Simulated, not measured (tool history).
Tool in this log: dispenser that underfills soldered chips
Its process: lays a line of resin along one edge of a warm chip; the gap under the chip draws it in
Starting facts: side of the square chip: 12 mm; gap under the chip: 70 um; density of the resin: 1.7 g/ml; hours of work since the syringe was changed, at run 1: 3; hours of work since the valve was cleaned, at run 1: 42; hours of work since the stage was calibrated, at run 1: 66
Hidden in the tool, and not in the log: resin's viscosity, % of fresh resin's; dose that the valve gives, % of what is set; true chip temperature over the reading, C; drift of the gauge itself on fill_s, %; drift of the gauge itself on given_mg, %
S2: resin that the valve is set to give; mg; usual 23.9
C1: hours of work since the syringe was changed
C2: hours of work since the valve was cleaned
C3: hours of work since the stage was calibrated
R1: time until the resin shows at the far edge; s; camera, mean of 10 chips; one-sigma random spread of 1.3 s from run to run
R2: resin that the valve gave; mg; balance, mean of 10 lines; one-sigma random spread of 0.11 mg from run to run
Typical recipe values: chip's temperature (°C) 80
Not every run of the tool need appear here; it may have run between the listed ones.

Run 1, hour 0: usual settings; C1 3; C2 42; C3 66. Result: R1 166.2 s, R2 23.22 mg.
Run 2, hour 6.9: usual settings; C1 8; C2 47; C3 71. Result: R1 237.9 s, R2 23.05 mg.
At hour 8: new syringe of resin.
Run 3, hour 16.9: usual settings but S2 20.6 mg; C1 6; C2 54; C3 78. Result: R1 218.2 s, R2 19.7 mg.
At hour 20.1: new syringe of resin.
Run 4, hour 25.4: usual settings but S2 20.6 mg; C1 4; C2 60; C3 84. Result: R1 180.1 s, R2 19.59 mg.
At hour 32.1: new syringe of resin.
Run 5, hour 37: usual settings but S2 20.6 mg; C1 4; C2 68; C3 92. Result: R1 181.2 s, R2 19.54 mg.
At hour 44.2: new syringe of resin.
Run 6, hour 47.7: usual settings but S2 20.6 mg; C1 2; C2 75; C3 99. Result: R1 165.5 s, R2 19.22 mg.
Run 7, hour 55: usual settings; C1 8; C2 81; C3 104. Result: R1 231.2 s, R2 22.23 mg.
At hour 56.3: new syringe of resin.
Run 8, hour 64: usual settings; C1 5; C2 87; C3 111. Result: R1 200.2 s, R2 22.13 mg.
At hour 68.2: new syringe of resin.
Run 9, hour 71: usual settings; C1 2; C2 92; C3 115. Result: R1 149.6 s, R2 22.01 mg.
Run 10, hour 76.3: usual settings but chip's temperature (°C) 93, S2 22.7 mg; C1 6; C2 95; C3 119. Result: R1 131.1 s, R2 21.01 mg.
At hour 80.5: new syringe of resin.
Run 11, hour 81.8: usual settings but chip's temperature (°C) 79, S2 20.4 mg; C1 1; C2 99; C3 123. Result: R1 153.4 s, R2 18.52 mg.
Run 12, hour 89.6: usual settings but S2 25.1 mg; C1 6; C2 105; C3 128. Result: R1 203.8 s, R2 22.8 mg.
At hour 93.1: new syringe of resin.
Run 13, hour 96.1: usual settings but S2 25.1 mg; C1 2; C2 109; C3 133. Result: R1 153.9 s, R2 22.71 mg.
At hour 105.5: new syringe of resin.
Run 14, hour 106.9: usual settings but chip's temperature (°C) 78, S2 29.2 mg; C1 1; C2 117; C3 140. Result: R1 145.4 s, R2 25.99 mg.

Run 15 is up next; what results do you expect?
Run 15, hour 116.8: usual settings but chip's temperature (°C) 86; C1 8; C2 124; C3 147. Result: R1 ?, R2 ?.

Run 15 produced R1 199.3 s, R2 21.21 mg.
Without the tool's hidden state the same run would have given R1 108.1 s, R2 23.88 mg.

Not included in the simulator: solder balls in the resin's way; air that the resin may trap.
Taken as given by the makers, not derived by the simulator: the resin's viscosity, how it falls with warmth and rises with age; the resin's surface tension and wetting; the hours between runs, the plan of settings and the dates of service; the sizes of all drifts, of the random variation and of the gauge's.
